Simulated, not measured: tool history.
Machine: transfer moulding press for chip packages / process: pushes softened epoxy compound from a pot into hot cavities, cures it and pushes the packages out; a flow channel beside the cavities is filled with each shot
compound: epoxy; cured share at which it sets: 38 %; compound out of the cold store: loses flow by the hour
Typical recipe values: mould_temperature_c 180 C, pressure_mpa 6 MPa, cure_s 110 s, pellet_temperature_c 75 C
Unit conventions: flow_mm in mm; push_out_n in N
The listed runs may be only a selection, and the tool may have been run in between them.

run     day  mould_temperature_c  pressure_mpa  cure_s  pellet_temperature_c  incoming compound's hours out of the cold store  flow_mm  push_out_n
  1       0                  180             6     110                    75                                             42.6      519         446
  2   0.796                  180             6     110                    75                                             27.9      554         542
  3   1.542                  180          5.91     110                    75                                               44      514         581
  4   2.004                  179             6     110                    75                                             16.6      585         697
  5   2.738                  180             6     110                    75                                             44.7      499         683
  6   3.658                  180             6     110                    75                                             38.2      518         757
       4.35  -- plunger's sealing rings changed
  7   4.462                  180             6     110                    66                                             45.3      546         793
      4.829  -- cavities cleaned with cleaning compound and waxed
  8   5.279                  176             6     110                    75                                              9.4      650         572
  9   5.892                  180             6     110                    75                                             27.6      577         565
 10   6.671                  180             6     110                    75                                             15.8      609         630
 11   7.204                  180             6     110                    75                                             12.9      625         677
 12   7.662                  180             6     110                    75                                             19.4      601         715
 13   8.217                  180             6     110                    83                                             36.3      562         777
 14   8.912                  180             6     110                    83                                             34.4      561         756
      9.542  -- cavities cleaned with cleaning compound and waxed
 15   9.579                  180          6.92     136                    83                                             21.7      646         409
 16  10.308                  180             6     132                    71                                             32.6      573         496
 17  11.004                  188          6.29     110                    75                                             38.5      557         586
 18  11.846                  185          5.11     119                    75                                             47.1      480         629
 19  12.762                  185          5.11     119                    75                                             31.8      512         680
 20  13.612                  185          5.11     119                    75                                             19.5      535         722
     14.258  -- cavities cleaned with cleaning compound and waxed
 21  14.329                  185          5.11     119                    75                                             19.3      534         412
 22  14.812                  182          5.63     110                    75                                             20.3      572         494
 23  15.238                  180          5.91     104                    77                                               15      589         562
 24  15.867                  177          6.55     110                    75                                             10.7      653         687
 25  16.462                  180          5.15     124                    75                                             33.4      507         633
 26  16.912                  180          5.15     124                    75                                             38.7      494         650
 27  17.338                  183          5.51     116                    76                                             19.1      557         689
 28  17.933                  180             6     107                    80                                             13.7      596         812

What if the next run were any one of these 5? Each begins from the tool's condition after run 28:
  A  18.854                  181          5.04     107                    72                                             47.2        ?           ?
  B  18.854                  180             6     107                    77                                             29.4        ?           ?
  C  18.854                  180             6     113                    75                                             39.9        ?           ?
  D  18.854                  184          7.12      95                    80                                             42.9        ?           ?
  E  18.854                  180             6      98                    80                                               36        ?           ?

run  flow_mm  push_out_n
  A      465         810
  B      549         820
  C      524         788
  D      568         821
  E      544         860
With the hidden condition removed and each run's random variation left untouched, the same runs would have given:
run  flow_mm  push_out_n
  A      492         433
  B      581         441
  C      555         422
  D      601         441
  E      575         460

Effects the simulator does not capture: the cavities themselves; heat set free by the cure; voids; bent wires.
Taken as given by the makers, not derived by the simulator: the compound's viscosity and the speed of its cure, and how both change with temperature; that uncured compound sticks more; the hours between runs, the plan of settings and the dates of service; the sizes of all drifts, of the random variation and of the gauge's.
